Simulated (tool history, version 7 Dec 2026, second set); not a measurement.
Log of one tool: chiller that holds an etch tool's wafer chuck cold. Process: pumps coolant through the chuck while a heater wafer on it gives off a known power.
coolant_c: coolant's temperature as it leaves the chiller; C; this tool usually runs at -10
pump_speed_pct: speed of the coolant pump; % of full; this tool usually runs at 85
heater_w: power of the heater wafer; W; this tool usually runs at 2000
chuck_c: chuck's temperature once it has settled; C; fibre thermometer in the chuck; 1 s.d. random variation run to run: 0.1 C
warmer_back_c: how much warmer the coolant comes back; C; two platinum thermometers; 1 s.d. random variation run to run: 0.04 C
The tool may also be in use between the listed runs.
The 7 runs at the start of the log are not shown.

run,hour,coolant_c,pump_speed_pct,heater_w,hours since the coolant was changed and the channels were flushed,hours since the pump was overhauled,hours since the chiller's thermometer was calibrated,chuck_c,warmer_back_c
8,1170.3,-10,85,2174,5654,4118,2155,5.2,9.41
# hour 1280.3: coolant changed, channels flushed
9,1314.4,-10,76,2000,34,4256,2293,5.4,9.76
10,1506.2,-10,76,2000,226,4448,2485,5.2,9.68
11,1648.3,-13,85,2000,368,4590,2627,1.1,8.61
12,1830.2,-13,85,2000,550,4772,2809,1,8.65
13,2003.7,-10,85,2000,723,4946,2982,4,8.61
# hour 2065.8: chiller's thermometer calibrated
14,2217.4,-10,85,2000,936,5158,152,4,8.63
15,2377.7,-10,85,2000,1096,5319,312,4.1,8.65
16,2547.5,-10,66,2000,1266,5488,482,7.2,11.14
17,2642.2,-10,71,2440,1361,5583,576,9.9,12.61
18,2825,0,63,1333,1544,5766,759,12,7.84
19,3001,0,63,1333,1720,5942,935,11.9,7.76
20,3100.6,0,63,1333,1819,6041,1035,11.8,7.84
21,3325.8,-11,68,1039,2044,6267,1260,-2.4,5.61
22,3497.2,-12,74,2000,2216,6438,1431,3.6,9.95
23,3603.6,-18,62,1554,2322,6544,1538,-4,9.25
24,3746.2,-18,62,1554,2465,6687,1680,-3.9,9.24
25,3974.8,-16,93,2000,2693,6916,1909,-2.9,7.85
# hour 4164.6: coolant pump overhauled
26,4164.6,-13,77,2716,2878,0,2094,7.8,13.06
27,4259.5,-7,85,2000,2973,95,2189,7.2,8.72
28,4462.3,-2,72,2762,3176,298,2392,20.1,14.17
29,4657.1,-2,72,2762,3371,492,2586,20.1,14.12
30,4767.5,-1,70,2762,3481,603,2697,21.5,14.58
31,4894.5,-17,70,2762,3608,730,2824,5.6,14.46

Consider 3 possible next runs. They are alternatives, not a sequence: every one starts from the tool as it was left by run 31. What does each give?
A,5038.1,-2,85,1595,3752,874,2967,?,?
B,5038.1,-10,77,2000,3752,874,2967,?,?
C,5038.1,-11,75,2771,3752,874,2967,?,?

run,chuck_c,warmer_back_c
A,9.1,6.87
B,5.2,9.58
C,10.6,13.61
Without the tool's hidden state the same runs would have given:
run,chuck_c,warmer_back_c
A,9.1,6.87
B,5.2,9.58
C,10.5,13.61
